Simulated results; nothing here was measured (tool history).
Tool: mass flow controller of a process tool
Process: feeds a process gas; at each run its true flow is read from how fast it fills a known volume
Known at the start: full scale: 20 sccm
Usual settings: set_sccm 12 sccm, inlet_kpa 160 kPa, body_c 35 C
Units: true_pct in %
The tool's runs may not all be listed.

run	hour	set_sccm	inlet_kpa	body_c	true_pct
1	0	12	160	35	98.48
2	94.1	12	160	35	98.28
3	152.4	12	160	35	98.24
4	213.4	12	160	35	98.23
5	279.2	12	224	35	97.78
6	372.6	12	224	35	97.63
7	451.6	12	160	35	97.96
8	498.3	12	160	35	97.88
9	568.6	12	146	27	98.85
10	612.6	20	178	39	97.73

The next listed run, before its measurement:
11	665.3	3	160	28	?

true_pct: 97.72 %
Without the tool's hidden state the same run would have given true_pct 98.48 %.

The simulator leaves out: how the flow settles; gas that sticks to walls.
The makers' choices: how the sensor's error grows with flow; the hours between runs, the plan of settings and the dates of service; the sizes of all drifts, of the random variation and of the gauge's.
